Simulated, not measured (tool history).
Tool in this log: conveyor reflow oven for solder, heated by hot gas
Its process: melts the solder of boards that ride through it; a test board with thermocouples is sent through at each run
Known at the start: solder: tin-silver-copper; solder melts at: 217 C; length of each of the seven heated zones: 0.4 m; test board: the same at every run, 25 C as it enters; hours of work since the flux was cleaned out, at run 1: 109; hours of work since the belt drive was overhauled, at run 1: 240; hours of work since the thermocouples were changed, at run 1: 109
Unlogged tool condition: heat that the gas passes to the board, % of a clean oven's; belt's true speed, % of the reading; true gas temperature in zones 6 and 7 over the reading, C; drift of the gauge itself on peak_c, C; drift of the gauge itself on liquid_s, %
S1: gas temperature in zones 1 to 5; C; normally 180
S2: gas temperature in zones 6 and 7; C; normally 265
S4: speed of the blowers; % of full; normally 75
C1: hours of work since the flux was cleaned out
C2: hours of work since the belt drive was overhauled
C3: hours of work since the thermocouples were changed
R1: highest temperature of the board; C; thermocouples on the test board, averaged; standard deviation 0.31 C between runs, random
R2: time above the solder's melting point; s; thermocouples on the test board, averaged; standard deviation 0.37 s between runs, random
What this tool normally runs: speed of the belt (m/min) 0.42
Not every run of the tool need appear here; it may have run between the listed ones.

Run 1, hour 0: usual settings; C1 109; C2 240; C3 109. Result: R1 253.7 C, R2 91.9 s.
Run 2, hour 22: usual settings but S1 186 C; C1 125; C2 256; C3 125. Result: R1 254.2 C, R2 96.6 s.
Run 3, hour 37.5: usual settings but S1 186 C; C1 136; C2 267; C3 136. Result: R1 253.8 C, R2 96.7 s.
Run 4, hour 52.8: usual settings but S1 186 C; C1 147; C2 278; C3 147. Result: R1 254.3 C, R2 95.7 s.
Run 5, hour 66.2: usual settings; C1 157; C2 288; C3 157. Result: R1 252.7 C, R2 91.3 s.
Run 6, hour 87.1: usual settings; C1 172; C2 303; C3 172. Result: R1 253.1 C, R2 90.7 s.
Run 7, hour 106.9: usual settings; C1 186; C2 317; C3 186. Result: R1 252.2 C, R2 91.6 s.
Run 8, hour 128.9: usual settings but S4 52 % of full; C1 202; C2 333; C3 202. Result: R1 248.4 C, R2 82.6 s.
Run 9, hour 146.3: usual settings but S4 52 % of full; C1 215; C2 345; C3 215. Result: R1 248.2 C, R2 83.1 s.
Run 10, hour 159.2: usual settings but S4 52 % of full; C1 224; C2 355; C3 224. Result: R1 247.8 C, R2 81.8 s.
Run 11, hour 181.1: usual settings but S4 52 % of full; C1 240; C2 371; C3 240. Result: R1 247.8 C, R2 82.7 s.
Run 12, hour 191.3: usual settings; C1 247; C2 378; C3 247. Result: R1 252.5 C, R2 90.4 s.
Run 13, hour 201.7: usual settings; C1 255; C2 385; C3 255. Result: R1 251.8 C, R2 90.5 s.
Run 14, hour 221.7: usual settings; C1 269; C2 400; C3 269. Result: R1 252.1 C, R2 90 s.
Run 15, hour 232.5: usual settings; C1 277; C2 408; C3 277. Result: R1 252.2 C, R2 90.2 s.
Run 16, hour 245: usual settings but S2 264 C, speed of the belt (m/min) 0.488, S4 54 % of full; C1 286; C2 417; C3 286. Result: R1 241.9 C, R2 61.7 s.
Run 17, hour 258.1: usual settings but S2 264 C, speed of the belt (m/min) 0.488, S4 54 % of full; C1 295; C2 426; C3 295. Result: R1 241.3 C, R2 61.6 s.
Run 18, hour 273.3: usual settings but S2 264 C, speed of the belt (m/min) 0.488, S4 54 % of full; C1 306; C2 437; C3 306. Result: R1 241.1 C, R2 61.5 s.
Run 19, hour 288.5: usual settings but S1 186 C, S2 276 C, speed of the belt (m/min) 0.342, S4 58 % of full; C1 317; C2 448; C3 317. Result: R1 264.5 C, R2 128.3 s.
Run 20, hour 309: usual settings but S1 186 C, S2 276 C, speed of the belt (m/min) 0.342, S4 58 % of full; C1 332; C2 463; C3 332. Result: R1 265.2 C, R2 128.7 s.
Run 21, hour 324.2: usual settings but S2 254 C, speed of the belt (m/min) 0.456; C1 343; C2 474; C3 343. Result: R1 239.9 C, R2 67.2 s.
At hour 330.2: belt drive overhauled, speed set with a stopwatch.
Run 22, hour 343.7: usual settings but S1 183 C, S2 254 C, speed of the belt (m/min) 0.456; C1 354; C2 10; C3 354. Result: R1 240.7 C, R2 70.7 s.
At hour 361.7: flux residue cleaned out of gas plates and filters.
Run 23, hour 366.9: usual settings but S1 183 C, S2 254 C, speed of the belt (m/min) 0.456; C1 4; C2 23; C3 367. Result: R1 242.7 C, R2 75.3 s.
Run 24, hour 381.3: usual settings but S1 179 C, S2 259 C, S4 63 % of full; C1 14; C2 33; C3 378. Result: R1 246.4 C, R2 83.5 s.
Run 25, hour 396.1: usual settings but S1 170 C, S2 260 C, speed of the belt (m/min) 0.386, S4 54 % of full; C1 25; C2 44; C3 388. Result: R1 245.7 C, R2 85.1 s.
At hour 417.6: belt drive overhauled, speed set with a stopwatch, once more.
Run 26, hour 419.1: usual settings but S1 168 C, S2 269 C, speed of the belt (m/min) 0.474, S4 63 % of full; C1 38; C2 1; C3 402. Result: R1 248.5 C, R2 68.1 s.
Run 27, hour 429.9: usual settings but S1 168 C, S2 269 C, speed of the belt (m/min) 0.474, S4 63 % of full; C1 46; C2 9; C3 410. Result: R1 248.4 C, R2 67.7 s.
Run 28, hour 440.2: usual settings but S1 168 C, S2 269 C, speed of the belt (m/min) 0.474, S4 63 % of full; C1 54; C2 16; C3 417. Result: R1 248.8 C, R2 67.9 s.
Run 29, hour 453.2: usual settings but S1 189 C, speed of the belt (m/min) 0.384; C1 63; C2 26; C3 426. Result: R1 255.6 C, R2 109.7 s.
Run 30, hour 472.5: usual settings but S1 168 C, S2 256 C, speed of the belt (m/min) 0.448, S4 58 % of full; C1 77; C2 40; C3 440. Result: R1 237.7 C, R2 57.9 s.

5 ways to go on from here, each from the tool as it stands after run 30. What would each give?
Run A, hour 491.1: usual settings but S1 168 C, S2 256 C, speed of the belt (m/min) 0.412, S4 81 % of full; C1 90; C2 53; C3 454. Result: R1 ?, R2 ?.
Run B, hour 491.1: usual settings but S1 168 C, S2 256 C, speed of the belt (m/min) 0.465, S4 58 % of full; C1 90; C2 53; C3 454. Result: R1 ?, R2 ?.
Run C, hour 491.1: usual settings but speed of the belt (m/min) 0.445, S4 87 % of full; C1 90; C2 53; C3 454. Result: R1 ?, R2 ?.
Run D, hour 491.1: usual settings but S2 263 C, S4 66 % of full; C1 90; C2 53; C3 454. Result: R1 ?, R2 ?.
Run E, hour 491.1: usual settings but S1 168 C, S2 256 C, speed of the belt (m/min) 0.465, S4 60 % of full; C1 90; C2 53; C3 454. Result: R1 ?, R2 ?.

run     R1    R2
  A  244.8  78.2
  B  236.4  52.8
  C  253.7  86.5
  D  249.3  86.6
  E  237.3  53.9
With the hidden condition removed and each run's random variation left untouched, the same runs would have given:
run     R1    R2
  A  246.4  80.8
  B    238  55.9
  C  255.3  88.2
  D  250.8  88.6
  E  238.9    57
